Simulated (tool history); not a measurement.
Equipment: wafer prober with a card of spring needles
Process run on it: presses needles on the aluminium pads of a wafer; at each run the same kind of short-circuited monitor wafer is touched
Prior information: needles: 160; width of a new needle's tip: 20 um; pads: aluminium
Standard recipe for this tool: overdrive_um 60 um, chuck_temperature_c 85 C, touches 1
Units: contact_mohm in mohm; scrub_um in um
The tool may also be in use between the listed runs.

| run | hour | overdrive_um | chuck_temperature_c | touches | contact_mohm | scrub_um |
|---|---|---|---|---|---|---|
| 1 | 0.0 | 60 | 85 | 1 | 258 | 7.62 |
|  | 11.3 | tips cleaned on abrasive film |
| 2 | 15.2 | 60 | 85 | 1 | 261 | 7.60 |
| 3 | 22.8 | 60 | 85 | 1 | 263 | 7.59 |
|  | 29.1 | tips cleaned on abrasive film |
| 4 | 34.1 | 60 | 85 | 1 | 259 | 7.62 |
| 5 | 43.7 | 55 | 85 | 1 | 262 | 6.96 |
|  | 47.1 | tips cleaned on abrasive film |
| 6 | 51.3 | 60 | 85 | 1 | 262 | 7.60 |
| 7 | 63.6 | 60 | 85 | 1 | 263 | 7.62 |
|  | 64.6 | tips cleaned on abrasive film |
| 8 | 73.9 | 60 | 85 | 1 | 261 | 7.62 |
|  | 83.3 | tips cleaned on abrasive film |
| 9 | 92.0 | 60 | 85 | 1 | 258 | 7.66 |
|  | 102.3 | tips cleaned on abrasive film |
| 10 | 106.1 | 60 | 85 | 1 | 262 | 7.68 |
|  | 119.9 | tips cleaned on abrasive film |
| 11 | 121.5 | 60 | 85 | 1 | 262 | 7.67 |
|  | 137.4 | tips cleaned on abrasive film |
| 12 | 140.1 | 80 | 85 | 1 | 254 | 10.24 |
| 13 | 148.8 | 80 | 85 | 1 | 257 | 10.26 |
|  | 155.2 | tips cleaned on abrasive film |
| 14 | 165.4 | 60 | 85 | 3 | 261 | 7.67 |
|  | 173.2 | tips cleaned on abrasive film |
| 15 | 173.2 | 60 | 55 | 1 | 256 | 7.67 |
| 16 | 183.8 | 60 | 85 | 1 | 258 | 7.69 |
|  | 191.6 | tips cleaned on abrasive film |
| 17 | 191.6 | 60 | 85 | 1 | 263 | 7.68 |
| 18 | 204.2 | 54 | 34 | 3 | 247 | 6.93 |
|  | 210.3 | tips cleaned on abrasive film |
| 19 | 215.6 | 48 | 26 | 2 | 245 | 6.18 |
|  | 229.4 | tips cleaned on abrasive film |
| 20 | 232.6 | 62 | 38 | 2 | 248 | 7.99 |
|  | 243.8 | gauge calibrated |
| 21 | 244.6 | 50 | 105 | 1 | 269 | 6.37 |
|  | 247.5 | tips cleaned on abrasive film |
| 22 | 255.5 | 41 | 102 | 1 | 274 | 5.19 |

Predict the results of run 23:
|  | 265.6 | tips cleaned on abrasive film |
| 23 | 269.9 | 50 | 69 | 2 | ? | ? |

contact_mohm: 259 mohm
scrub_um: 6.32 um
Were there no unlogged condition in the tool, this run, its random variation unchanged, would have produced contact_mohm 259 mohm, scrub_um 6.32 um.
